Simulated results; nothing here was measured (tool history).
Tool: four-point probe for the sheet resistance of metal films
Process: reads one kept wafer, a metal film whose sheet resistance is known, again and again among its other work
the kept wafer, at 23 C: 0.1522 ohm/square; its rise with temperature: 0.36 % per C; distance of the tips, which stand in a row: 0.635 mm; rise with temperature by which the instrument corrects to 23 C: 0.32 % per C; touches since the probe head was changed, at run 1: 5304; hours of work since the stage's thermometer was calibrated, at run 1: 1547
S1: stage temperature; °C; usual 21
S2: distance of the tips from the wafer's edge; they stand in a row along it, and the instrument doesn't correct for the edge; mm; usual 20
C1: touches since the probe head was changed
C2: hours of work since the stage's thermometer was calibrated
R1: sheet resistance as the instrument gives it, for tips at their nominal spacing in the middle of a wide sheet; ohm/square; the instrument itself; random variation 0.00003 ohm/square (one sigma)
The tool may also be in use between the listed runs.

run 1 hour=0.0 | S1=21 S2=20 | C1=5304 C2=1547 | R1=0.152174
run 2 hour=20.2 | S1=21 S2=20 | C1=5683 C2=1561 | R1=0.152181
run 3 hour=36.1 | S1=21 S2=20 | C1=5982 C2=1572 | R1=0.152223
run 4 hour=48.3 | S1=21 S2=20 | C1=6209 C2=1580 | R1=0.152155
run 5 hour=59.9 | S1=21 S2=20 | C1=6426 C2=1588 | R1=0.152207
run 6 hour=80.3 | S1=21 S2=4 | C1=6810 C2=1602 | R1=0.154187
run 7 hour=95.3 | S1=21 S2=4 | C1=7090 C2=1612 | R1=0.154169
run 8 hour=108.4 | S1=21 S2=4 | C1=7337 C2=1621 | R1=0.154210
run 9 hour=122.3 | S1=22 S2=55 | C1=7597 C2=1631 | R1=0.152247
run 10 hour=144.1 | S1=22 S2=55 | C1=8004 C2=1646 | R1=0.152172
run 11 hour=161.0 | S1=34 S2=65 | C1=8322 C2=1657 | R1=0.152958
run 12 hour=179.3 | S1=34 S2=65 | C1=8664 C2=1670 | R1=0.152957
run 13 hour=197.7 | S1=34 S2=65 | C1=9008 C2=1683 | R1=0.152908
run 14 hour=206.9 | S1=34 S2=65 | C1=9182 C2=1689 | R1=0.152899
-- hour=209.3 stage's thermometer calibrated
run 15 hour=217.1 | S1=20 S2=65 | C1=9363 C2=5 | R1=0.152287
run 16 hour=231.8 | S1=20 S2=13 | C1=9640 C2=15 | R1=0.152465

Forecast each of these 4 alternatives for the next run:
run A hour=245.3 | S1=26 S2=3 | C1=9892 C2=25 | R1=?
run B hour=245.3 | S1=21 S2=4 | C1=9892 C2=25 | R1=?
run C hour=245.3 | S1=24 S2=7 | C1=9892 C2=25 | R1=?
run D hour=245.3 | S1=26 S2=6 | C1=9892 C2=25 | R1=?

run=A R1=0.156199
run=B R1=0.154323
run=C R1=0.153110
run=D R1=0.153514
Without the tool's hidden state the same runs would have given:
run=A R1=0.155977
run=B R1=0.154104
run=C R1=0.152892
run=D R1=0.153295
